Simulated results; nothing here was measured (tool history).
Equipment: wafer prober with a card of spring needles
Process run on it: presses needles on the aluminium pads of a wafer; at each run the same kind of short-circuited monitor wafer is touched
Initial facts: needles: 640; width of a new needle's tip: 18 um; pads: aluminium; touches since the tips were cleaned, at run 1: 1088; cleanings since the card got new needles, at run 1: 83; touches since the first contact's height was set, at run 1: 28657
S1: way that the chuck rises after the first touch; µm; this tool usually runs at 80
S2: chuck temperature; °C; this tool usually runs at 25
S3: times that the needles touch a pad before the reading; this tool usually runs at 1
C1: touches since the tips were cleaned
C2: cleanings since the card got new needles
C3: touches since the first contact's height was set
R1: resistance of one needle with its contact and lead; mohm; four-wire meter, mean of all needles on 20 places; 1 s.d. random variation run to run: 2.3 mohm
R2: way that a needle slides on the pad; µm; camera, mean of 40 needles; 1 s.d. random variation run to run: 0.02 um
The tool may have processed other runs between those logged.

run 1 hour=0.0 | S1=80 S2=25 S3=1 | C1=1088 C2=83 C3=28657 | R1=280 R2=11.04
-- hour=12.5 tips cleaned on abrasive film
-- hour=25.0 tips cleaned on abrasive film
-- hour=40.6 tips cleaned on abrasive film
-- hour=56.2 tips cleaned on abrasive film
-- hour=71.8 tips cleaned on abrasive film
-- hour=87.4 tips cleaned on abrasive film
run 2 hour=95.2 | S1=80 S2=25 S3=1 | C1=3317 C2=89 C3=68733 | R1=298 R2=11.01
-- hour=101.5 tips cleaned on abrasive film
-- hour=114.1 tips cleaned on abrasive film
-- hour=129.7 tips cleaned on abrasive film
-- hour=145.3 tips cleaned on abrasive film
-- hour=157.8 tips cleaned on abrasive film
-- hour=173.2 tips cleaned on abrasive film
run 3 hour=173.2 | S1=63 S2=25 S3=1 | C1=0 C2=95 C3=101489 | R1=268 R2=8.60
-- hour=185.7 tips cleaned on abrasive film
-- hour=201.3 tips cleaned on abrasive film
-- hour=213.8 tips cleaned on abrasive film
-- hour=228.0 tips cleaned on abrasive film
run 4 hour=228.0 | S1=80 S2=25 S3=3 | C1=0 C2=99 C3=124507 | R1=263 R2=10.91
-- hour=240.5 tips cleaned on abrasive film
-- hour=256.1 tips cleaned on abrasive film
-- hour=271.7 tips cleaned on abrasive film
-- hour=284.2 tips cleaned on abrasive film
run 5 hour=288.0 | S1=74 S2=25 S3=1 | C1=1634 C2=103 C3=149773 | R1=291 R2=10.05
-- hour=297.4 tips cleaned on abrasive film
-- hour=313.1 tips cleaned on abrasive film
-- hour=328.7 tips cleaned on abrasive film
-- hour=341.2 tips cleaned on abrasive film
run 6 hour=352.5 | S1=74 S2=25 S3=1 | C1=4789 C2=107 C3=176881 | R1=308 R2=10.03
-- hour=355.7 tips cleaned on abrasive film
-- hour=368.2 tips cleaned on abrasive film
-- hour=380.7 tips cleaned on abrasive film
-- hour=396.3 tips cleaned on abrasive film
-- hour=411.9 tips cleaned on abrasive film
run 7 hour=412.6 | S1=74 S2=25 S3=3 | C1=315 C2=112 C3=202139 | R1=265 R2=9.94
-- hour=425.1 tips cleaned on abrasive film
-- hour=437.6 tips cleaned on abrasive film
-- hour=453.2 tips cleaned on abrasive film
-- hour=465.7 tips cleaned on abrasive film
-- hour=481.3 tips cleaned on abrasive film
-- hour=493.8 tips cleaned on abrasive film
run 8 hour=497.9 | S1=74 S2=25 S3=3 | C1=1707 C2=118 C3=237977 | R1=274 R2=9.95
-- hour=507.3 tips cleaned on abrasive film
-- hour=519.8 tips cleaned on abrasive film
-- hour=523.2 height of the first contact set anew
-- hour=535.7 tips cleaned on abrasive film
-- hour=548.2 tips cleaned on abrasive film
-- hour=563.8 tips cleaned on abrasive film
-- hour=578.2 tips cleaned on abrasive film
run 9 hour=578.2 | S1=80 S2=25 S3=1 | C1=0 C2=124 C3=23146 | R1=268 R2=11.07
-- hour=593.8 tips cleaned on abrasive film
-- hour=609.4 tips cleaned on abrasive film
-- hour=621.9 tips cleaned on abrasive film
-- hour=637.5 tips cleaned on abrasive film
-- hour=653.1 tips cleaned on abrasive film
-- hour=665.6 tips cleaned on abrasive film
run 10 hour=670.2 | S1=80 S2=25 S3=1 | C1=1939 C2=130 C3=61844 | R1=289 R2=11.03
-- hour=679.6 tips cleaned on abrasive film
-- hour=692.1 tips cleaned on abrasive film
-- hour=707.7 tips cleaned on abrasive film
run 11 hour=715.0 | S1=66 S2=25 S3=1 | C1=3091 C2=133 C3=80689 | R1=313 R2=9.06
-- hour=721.3 tips cleaned on abrasive film
-- hour=736.9 tips cleaned on abrasive film
-- hour=752.5 tips cleaned on abrasive film
-- hour=765.0 tips cleaned on abrasive film
-- hour=780.6 tips cleaned on abrasive film
-- hour=796.2 tips cleaned on abrasive film
run 12 hour=803.1 | S1=66 S2=25 S3=1 | C1=2895 C2=139 C3=117719 | R1=310 R2=8.99
-- hour=809.4 tips cleaned on abrasive film
-- hour=825.0 tips cleaned on abrasive film
-- hour=840.6 tips cleaned on abrasive film
-- hour=856.2 tips cleaned on abrasive film
-- hour=871.8 tips cleaned on abrasive film
-- hour=887.4 tips cleaned on abrasive film
run 13 hour=889.1 | S1=66 S2=25 S3=2 | C1=723 C2=145 C3=153889 | R1=277 R2=8.96
-- hour=901.6 tips cleaned on abrasive film
-- hour=914.1 tips cleaned on abrasive film
-- hour=929.7 tips cleaned on abrasive film
-- hour=942.2 tips cleaned on abrasive film
-- hour=957.8 tips cleaned on abrasive film
-- hour=970.3 tips cleaned on abrasive film
run 14 hour=971.2 | S1=66 S2=25 S3=2 | C1=376 C2=151 C3=188400 | R1=277 R2=8.89
-- hour=983.7 tips cleaned on abrasive film
-- hour=999.3 tips cleaned on abrasive film
-- hour=1014.9 tips cleaned on abrasive film
-- hour=1030.5 tips cleaned on abrasive film
-- hour=1043.0 tips cleaned on abrasive film
run 15 hour=1053.2 | S1=68 S2=65 S3=3 | C1=4296 C2=156 C3=222891 | R1=297 R2=9.15
-- hour=1056.4 tips cleaned on abrasive film
-- hour=1068.9 tips cleaned on abrasive film
-- hour=1084.5 tips cleaned on abrasive film
-- hour=1100.1 tips cleaned on abrasive film
run 16 hour=1109.5 | S1=68 S2=65 S3=3 | C1=3991 C2=160 C3=246572 | R1=297 R2=9.11
-- hour=1112.7 tips cleaned on abrasive film
-- hour=1113.0 height of the first contact set anew
-- hour=1125.5 tips cleaned on abrasive film
-- hour=1141.1 tips cleaned on abrasive film
-- hour=1156.7 tips cleaned on abrasive film
run 17 hour=1164.1 | S1=68 S2=65 S3=3 | C1=3111 C2=164 C3=21490 | R1=296 R2=9.38
-- hour=1170.4 tips cleaned on abrasive film
-- hour=1186.0 tips cleaned on abrasive film
-- hour=1201.6 tips cleaned on abrasive film
run 18 hour=1210.3 | S1=66 S2=28 S3=2 | C1=3717 C2=167 C3=40961 | R1=299 R2=9.13
-- hour=1216.6 tips cleaned on abrasive film
-- hour=1229.1 tips cleaned on abrasive film
-- hour=1244.8 tips cleaned on abrasive film
-- hour=1257.3 tips cleaned on abrasive film
-- hour=1272.9 tips cleaned on abrasive film
run 19 hour=1275.0 | S1=66 S2=28 S3=2 | C1=904 C2=172 C3=68123 | R1=279 R2=9.10
-- hour=1287.5 tips cleaned on abrasive film
-- hour=1303.1 tips cleaned on abrasive film
-- hour=1318.7 tips cleaned on abrasive film
-- hour=1333.6 tips cleaned on abrasive film
run 20 hour=1333.6 | S1=99 S2=84 S3=1 | C1=0 C2=176 C3=92775 | R1=283 R2=13.64
-- hour=1349.2 tips cleaned on abrasive film
-- hour=1364.8 tips cleaned on abrasive film
run 21 hour=1372.3 | S1=91 S2=108 S3=2 | C1=3153 C2=178 C3=109055 | R1=302 R2=12.50
-- hour=1378.6 tips cleaned on abrasive film
-- hour=1391.1 tips cleaned on abrasive film
-- hour=1406.7 tips cleaned on abrasive film
-- hour=1422.3 tips cleaned on abrasive film
run 22 hour=1432.0 | S1=80 S2=25 S3=2 | C1=4103 C2=182 C3=134164 | R1=291 R2=10.94
-- hour=1435.2 tips cleaned on abrasive film
-- hour=1447.7 tips cleaned on abrasive film
-- hour=1463.3 tips cleaned on abrasive film
-- hour=1478.9 tips cleaned on abrasive film
-- hour=1494.5 tips cleaned on abrasive film
-- hour=1510.1 tips cleaned on abrasive film
run 23 hour=1520.3 | S1=69 S2=44 S3=1 | C1=4340 C2=188 C3=171321 | R1=327 R2=9.37
-- hour=1523.5 tips cleaned on abrasive film
-- hour=1539.1 tips cleaned on abrasive film
-- hour=1554.7 tips cleaned on abrasive film
-- hour=1570.3 tips cleaned on abrasive film
-- hour=1585.9 tips cleaned on abrasive film
-- hour=1601.5 tips cleaned on abrasive film
run 24 hour=1607.1 | S1=78 S2=42 S3=2 | C1=2342 C2=194 C3=207797 | R1=287 R2=10.58

Here are 3 independent what-if runs from the current tool condition. What would each one return?
-- hour=1616.5 tips cleaned on abrasive film
-- hour=1629.0 tips cleaned on abrasive film
-- hour=1644.6 tips cleaned on abrasive film
-- hour=1657.1 tips cleaned on abrasive film
run A hour=1664.9 | S1=78 S2=49 S3=2 | C1=3302 C2=198 C3=232104 | R1=? R2=?
-- hour=1616.5 tips cleaned on abrasive film
-- hour=1629.0 tips cleaned on abrasive film
-- hour=1644.6 tips cleaned on abrasive film
-- hour=1657.1 tips cleaned on abrasive film
run B hour=1664.9 | S1=80 S2=25 S3=1 | C1=3302 C2=198 C3=232104 | R1=? R2=?
-- hour=1616.5 tips cleaned on abrasive film
-- hour=1629.0 tips cleaned on abrasive film
-- hour=1644.6 tips cleaned on abrasive film
-- hour=1657.1 tips cleaned on abrasive film
run C hour=1664.9 | S1=70 S2=25 S3=1 | C1=3302 C2=198 C3=232104 | R1=? R2=?

run=A R1=294 R2=10.56
run=B R1=306 R2=10.79
run=C R1=318 R2=9.41
With the hidden condition removed and each run's random variation left untouched, the same runs would have given:
run=A R1=267 R2=10.84
run=B R1=263 R2=11.07
run=C R1=264 R2=9.69
